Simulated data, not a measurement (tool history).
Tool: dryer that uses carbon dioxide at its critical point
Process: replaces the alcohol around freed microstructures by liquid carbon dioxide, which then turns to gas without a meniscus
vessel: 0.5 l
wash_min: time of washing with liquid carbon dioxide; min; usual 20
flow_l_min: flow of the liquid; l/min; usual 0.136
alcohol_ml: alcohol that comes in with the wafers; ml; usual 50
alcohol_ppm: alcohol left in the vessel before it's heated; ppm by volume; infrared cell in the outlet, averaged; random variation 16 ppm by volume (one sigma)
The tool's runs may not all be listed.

run,hour,wash_min,flow_l_min,alcohol_ml,alcohol_ppm
1,0,20,0.136,50,1403
2,14,20,0.136,50,1390
3,20.1,20,0.136,50,1421
4,28.7,20,0.136,50,1459
5,40.7,20,0.136,50,1494
6,53.3,26,0.136,50,412
7,60.2,20,0.136,50,1470
8,66.3,20,0.11,84,5551
9,80.3,20,0.23,31,63
10,89.1,20,0.136,96,2761
11,95,15,0.124,31,3492
12,105.3,15,0.124,31,3497
13,118.8,15,0.124,31,3481
14,126.8,15,0.124,31,3575

The same runs without the tool's hidden state, with the same run-to-run variation:
The hidden state here: flow that reaches the vessel past the clogged filter, %; alcohol in the recycled carbon dioxide, ppm; drift of the gauge itself on alcohol_ppm, %.
run,alcohol_ppm
1,988
2,968
3,989
4,1009
5,1026
6,248
7,997
8,4064
9,29
10,1845
11,2647
12,2639
13,2612
14,2674
